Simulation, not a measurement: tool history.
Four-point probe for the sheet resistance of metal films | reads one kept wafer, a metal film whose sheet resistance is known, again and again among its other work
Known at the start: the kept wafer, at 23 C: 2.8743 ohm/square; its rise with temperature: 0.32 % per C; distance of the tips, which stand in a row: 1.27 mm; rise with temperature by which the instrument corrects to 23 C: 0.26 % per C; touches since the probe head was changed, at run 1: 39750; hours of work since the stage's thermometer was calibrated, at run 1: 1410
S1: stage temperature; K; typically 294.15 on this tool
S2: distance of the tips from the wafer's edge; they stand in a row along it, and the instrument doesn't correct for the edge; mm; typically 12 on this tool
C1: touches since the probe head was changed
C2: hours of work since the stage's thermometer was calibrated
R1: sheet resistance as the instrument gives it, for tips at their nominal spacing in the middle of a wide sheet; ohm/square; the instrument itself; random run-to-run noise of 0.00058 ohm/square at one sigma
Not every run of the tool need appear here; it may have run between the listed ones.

run	day	S1	S2	C1	C2	R1
1	0	294.15	12	39750	1410	2.890843
2	2.221	302.15	12	41953	1444	2.903839
3	4.225	294.15	18	43943	1474	2.881831
4	6.112	294.15	18	45817	1503	2.881699
5	7.079	294.15	18	46773	1518	2.881595
6	8.517	294.15	18	48201	1540	2.882653
7	10.279	301.15	12	49951	1566	2.902543
8	11.821	301.15	12	51479	1590	2.902974
9	13.046	294.15	3	52693	1609	3.125859
10	14.092	294.15	3	53735	1625	3.125724
11	15.867	292.15	15	55493	1652	2.883279
12	17.912	292.15	15	57522	1683	2.88373

Some steps in R1, run to run, broken into two amounts with sign: the step expected even without the hidden condition (settings, incoming material, random variation), and the rest, left for the hidden condition together with whatever gauge scatter is not in both the measured and the hidden-condition-free result:
The tool's hidden condition here consists of: inner tips' distance over the nominal, %; tips' flats over new ones', %; wafer's true temperature over the reading, C; drift of the gauge itself on sheet_ohm, %.
Run 8 -> 9: S1 301.15 -> 294.15, S2 12 -> 3. R1 +0.222885 ohm/square: hidden state +0.000533, all else +0.222352.
Run 10 -> 11: S1 294.15 -> 292.15, S2 3 -> 15. R1 -0.242445 ohm/square: hidden state -0.000042, all else -0.242403.

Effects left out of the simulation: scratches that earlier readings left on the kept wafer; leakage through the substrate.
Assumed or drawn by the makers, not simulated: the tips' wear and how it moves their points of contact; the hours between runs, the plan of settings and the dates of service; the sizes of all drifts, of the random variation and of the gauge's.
